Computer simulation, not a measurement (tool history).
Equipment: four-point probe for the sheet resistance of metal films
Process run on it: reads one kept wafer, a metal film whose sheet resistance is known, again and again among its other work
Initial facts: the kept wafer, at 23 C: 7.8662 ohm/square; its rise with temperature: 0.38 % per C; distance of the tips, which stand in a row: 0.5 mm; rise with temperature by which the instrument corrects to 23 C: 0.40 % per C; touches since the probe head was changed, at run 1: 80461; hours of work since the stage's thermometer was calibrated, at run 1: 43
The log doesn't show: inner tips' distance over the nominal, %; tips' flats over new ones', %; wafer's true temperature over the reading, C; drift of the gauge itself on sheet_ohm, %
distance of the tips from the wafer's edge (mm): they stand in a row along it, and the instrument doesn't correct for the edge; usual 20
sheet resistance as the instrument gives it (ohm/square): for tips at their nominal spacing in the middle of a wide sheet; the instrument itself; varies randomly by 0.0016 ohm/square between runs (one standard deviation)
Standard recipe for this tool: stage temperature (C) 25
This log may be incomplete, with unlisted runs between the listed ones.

| run | day | stage temperature (C) | distance of the tips from the wafer's edge (mm) | touches since the probe head was changed | hours of work since the stage's thermometer was calibrated | sheet resistance as the instrument gives it (ohm/square) |
|---|---|---|---|---|---|---|
| 1 | 0 | 25 | 20 | 80461 | 43 | 7.938147 |
| 2 | 0.446 | 25 | 20 | 80844 | 47 | 7.941869 |
| 3 | 0.829 | 25 | 20 | 81172 | 51 | 7.9414 |
| 4 | 1.462 | 25 | 20 | 81717 | 57 | 7.942405 |
| 5 | 1.825 | 25 | 20 | 82029 | 61 | 7.939598 |
| 6 | 2.492 | 25 | 20 | 82602 | 67 | 7.942832 |
| 7 | 3.267 | 25 | 20 | 83264 | 75 | 7.942804 |
| 8 | 3.75 | 25 | 20 | 83682 | 79 | 7.940277 |
| 9 | 4.625 | 25 | 20 | 84432 | 88 | 7.943918 |
| 10 | 5.483 | 25 | 20 | 85168 | 96 | 7.944447 |
| 11 | 6.079 | 25 | 20 | 85680 | 102 | 7.942641 |
| 12 | 6.467 | 25 | 20 | 86015 | 106 | 7.944331 |
| 13 | 7.075 | 28 | 20 | 86535 | 112 | 7.937065 |
| 14 | 7.538 | 28 | 20 | 86931 | 116 | 7.937928 |
| 15 | 8.254 | 25 | 20 | 87549 | 123 | 7.946112 |
| 16 | 8.662 | 25 | 20 | 87899 | 127 | 7.948783 |
| 17 | 9.279 | 21 | 20 | 88429 | 133 | 7.95397 |
| 18 | 9.775 | 21 | 20 | 88856 | 138 | 7.956828 |
| 19 | 10.404 | 25 | 20 | 89395 | 144 | 7.944446 |
| 20 | 11.188 | 19 | 20 | 90068 | 152 | 7.960813 |
| 21 | 11.896 | 19 | 20 | 90675 | 159 | 7.961767 |
| 22 | 12.642 | 19 | 10 | 91315 | 166 | 7.96997 |
| 23 | 13.154 | 29 | 10 | 91757 | 171 | 7.947246 |
| 24 | 14.008 | 29 | 10 | 92489 | 180 | 7.950473 |
| 25 | 14.896 | 29 | 10 | 93250 | 188 | 7.950793 |
| 26 | 15.254 | 20 | 21 | 93558 | 192 | 7.961271 |
| 27 | 16.083 | 21 | 34 | 94270 | 200 | 7.95741 |
| 28 | 16.612 | 35 | 5 | 94727 | 205 | 7.970813 |
| 29 | 17.383 | 23 | 10 | 95388 | 213 | 7.963726 |
| 30 | 18.192 | 25 | 22 | 96081 | 220 | 7.953572 |
| 31 | 18.912 | 25 | 22 | 96702 | 227 | 7.949835 |
| 32 | 19.325 | 32 | 60 | 97054 | 231 | 7.935478 |
| 33 | 19.712 | 19 | 20 | 97388 | 235 | 7.968175 |
| 34 | 20.542 | 21 | 38 | 98100 | 243 | 7.964004 |
| 35 | 20.904 | 19 | 9 | 98413 | 247 | 7.978744 |
| 36 | 21.675 | 29 | 14 | 99072 | 254 | 7.946821 |
| 37 | 22.312 | 28 | 19 | 99623 | 261 | 7.949017 |
| 38 | 22.758 | 25 | 3 | 100003 | 265 | 8.069715 |
| 39 | 23.292 | 18 | 17 | 100460 | 270 | 7.972162 |
| 40 | 23.721 | 25 | 22 | 100830 | 274 | 7.956077 |
| 41 | 24.162 | 25 | 22 | 101210 | 279 | 7.957023 |

Branching from run 41: 3 alternative next runs. What would each branch give?
| A | 24.608 | 32 | 22 | 101592 | 283 | ? |
| B | 24.608 | 27 | 27 | 101592 | 283 | ? |
| C | 24.608 | 25 | 18 | 101592 | 283 | ? |

| run | sheet resistance as the instrument gives it (ohm/square) |
|---|---|
| A | 7.944601 |
| B | 7.951071 |
| C | 7.956786 |
Had the tool no hidden state, the same runs would have come out as:
| run | sheet resistance as the instrument gives it (ohm/square) |
|---|---|
| A | 7.851726 |
| B | 7.858207 |
| C | 7.863893 |
